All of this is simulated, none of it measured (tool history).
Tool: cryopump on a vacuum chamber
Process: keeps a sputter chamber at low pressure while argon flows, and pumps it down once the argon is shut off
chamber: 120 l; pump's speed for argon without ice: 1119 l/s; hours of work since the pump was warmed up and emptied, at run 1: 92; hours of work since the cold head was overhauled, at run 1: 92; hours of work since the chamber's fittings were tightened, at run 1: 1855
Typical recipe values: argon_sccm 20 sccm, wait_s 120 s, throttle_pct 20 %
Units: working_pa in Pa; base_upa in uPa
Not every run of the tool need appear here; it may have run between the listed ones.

run     day  argon_sccm  wait_s  throttle_pct  hours of work since the pump was warmed up and emptied  hours of work since the cold head was overhauled  hours of work since the chamber's fittings were tightened  working_pa  base_upa
  1       0          20     120            20                                                      92                                                92                                                       1855       0.153      2.22
  2   3.279          20     120            20                                                     130                                               130                                                       1893      0.1529      2.29
  3   5.883          20     120            20                                                     160                                               160                                                       1922      0.1534       2.4
  4   7.933          20     120            20                                                     183                                               183                                                       1946      0.1529      2.44
  5    10.8          20     120            20                                                     216                                               216                                                       1979      0.1539      2.56
  6    14.2          20     159            20                                                     255                                               255                                                       2018      0.1538      2.52
  7  15.788          20     159            35                                                     273                                               273                                                       2036      0.0893       2.5
  8  18.988          20     159            35                                                     310                                               310                                                       2072      0.0907      2.56
  9  22.429          20     159            35                                                     349                                               349                                                       2112      0.0913      2.67
 10  25.729          20     120            37                                                     387                                               387                                                       2150      0.0864      2.87
 11  27.683          20     120            37                                                     409                                               409                                                       2172      0.0866       2.9
 12  31.108          20     120            37                                                     448                                               448                                                       2211      0.0868      2.98
 13  33.483          20     120            37                                                     476                                               476                                                       2238      0.0881      2.98
 14  36.238          20     120            37                                                     507                                               507                                                       2270      0.0887      3.08
 15  38.275          12     120            20                                                     530                                               530                                                       2293      0.0946      3.14
 16  40.667          20     120            20                                                     558                                               558                                                       2321      0.1589      3.18
     41.162  -- pump warmed up, emptied and cooled again
 17    42.9          20      26            20                                                      20                                               581                                                       2344      0.1519      3.62
 18  44.992          20      26            20                                                      44                                               605                                                       2368       0.152      3.62
 19  46.529          20      26            20                                                      61                                               623                                                       2385      0.1521      3.75
 20  49.883          20     133            20                                                     100                                               661                                                       2424      0.1527      2.68
 21  53.142           8     188            17                                                     137                                               698                                                       2461      0.0714       2.8
 22  55.329          20      49            39                                                     162                                               723                                                       2486      0.0796      3.33
 23  57.704           8      46            35                                                     189                                               751                                                       2513      0.0348      3.28
 24  61.112           8      46            35                                                     228                                               790                                                       2552      0.0357      3.45
 25    64.2           8      46            35                                                     264                                               825                                                       2588      0.0362      3.53
 26   67.45           8     205            22                                                     301                                               862                                                       2625      0.0564      3.11
 27  69.562           8     205            22                                                     325                                               886                                                       2649      0.0565      3.15
 28  71.292          18     124            38                                                     345                                               906                                                       2669      0.0751      3.35
 29  73.617          14      83            23                                                     372                                               933                                                       2696      0.0957      3.57
 30  76.708          14     204            23                                                     407                                               968                                                       2731      0.0955       3.4
 31  78.304          23     120            50                                                     425                                               986                                                       2749      0.0761      3.51
 32  81.475          18     120            20                                                     462                                              1023                                                       2785      0.1417       3.6
 33    83.9          18     120            20                                                     489                                              1050                                                       2813      0.1415      3.66
 34  86.158           9      89            20                                                     515                                              1076                                                       2839       0.071      3.91

Each row is a separate what-if for the run after 34, all from the same tool condition, not one after another. Results?
  A  88.067          20      36            17                                                     537                                              1098                                                       2861           ?         ?
  B  88.067           9     212            20                                                     537                                              1098                                                       2861           ?         ?
  C  88.067          37     120            56                                                     537                                              1098                                                       2861           ?         ?
  D  88.067          26     146            56                                                     537                                              1098                                                       2861           ?         ?

run  working_pa  base_upa
  A      0.1859      4.35
  B      0.0717      3.73
  C      0.1149      3.83
  D      0.0796      3.76
Without the tool's hidden state the same runs would have given:
run  working_pa  base_upa
  A      0.1783      1.17
  B      0.0683      0.44
  C      0.1008      0.53
  D      0.0698      0.51

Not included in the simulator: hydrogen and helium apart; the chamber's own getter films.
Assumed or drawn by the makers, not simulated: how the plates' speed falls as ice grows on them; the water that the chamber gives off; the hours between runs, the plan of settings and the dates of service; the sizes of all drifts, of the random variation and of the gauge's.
